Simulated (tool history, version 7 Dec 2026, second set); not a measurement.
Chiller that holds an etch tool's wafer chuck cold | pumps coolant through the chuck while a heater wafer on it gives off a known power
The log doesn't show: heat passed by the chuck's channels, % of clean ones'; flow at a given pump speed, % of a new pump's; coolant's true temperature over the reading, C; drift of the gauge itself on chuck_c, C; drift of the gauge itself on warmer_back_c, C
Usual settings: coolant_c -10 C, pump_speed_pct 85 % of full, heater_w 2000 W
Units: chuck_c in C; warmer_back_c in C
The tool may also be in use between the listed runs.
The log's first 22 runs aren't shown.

run,hour,coolant_c,pump_speed_pct,heater_w,hours since the coolant was changed and the channels were flushed,hours since the pump was overhauled,hours since the chiller's thermometer was calibrated,chuck_c,warmer_back_c
23,1121.1,-7,78,1018,178,3092,261,2.6,3.69
24,1154.3,-6,78,1437,211,3125,294,7.7,5.26
25,1187.1,-12,81,1118,244,3158,327,-1.7,3.90
# hour 1193.3: gauge calibrated
26,1222.3,-1,81,1245,279,3193,363,10.5,4.61
27,1277.1,-10,73,1817,334,3248,417,8.5,7.46
28,1329.6,-2,88,2000,387,3300,470,15.4,6.71
29,1394.6,-2,88,2000,452,3365,535,15.6,6.76
30,1432.0,-20,73,2000,489,3403,572,0.3,8.17
31,1461.5,-20,73,2000,519,3432,602,0.1,8.26
32,1503.7,-10,73,1818,561,3474,644,8.4,7.46

3 ways to go on from here, each from the tool as it stands after run 32. What would each give?
A,1558.1,-10,62,2000,615,3529,698,?,?
B,1558.1,-7,86,2000,615,3529,698,?,?
C,1558.1,-7,79,1818,615,3529,698,?,?

run,chuck_c,warmer_back_c
A,12.7,9.80
B,10.9,6.84
C,10.2,6.82
Without the tool's hidden state the same runs would have given:
run,chuck_c,warmer_back_c
A,12.7,9.88
B,10.8,6.91
C,10.2,6.89
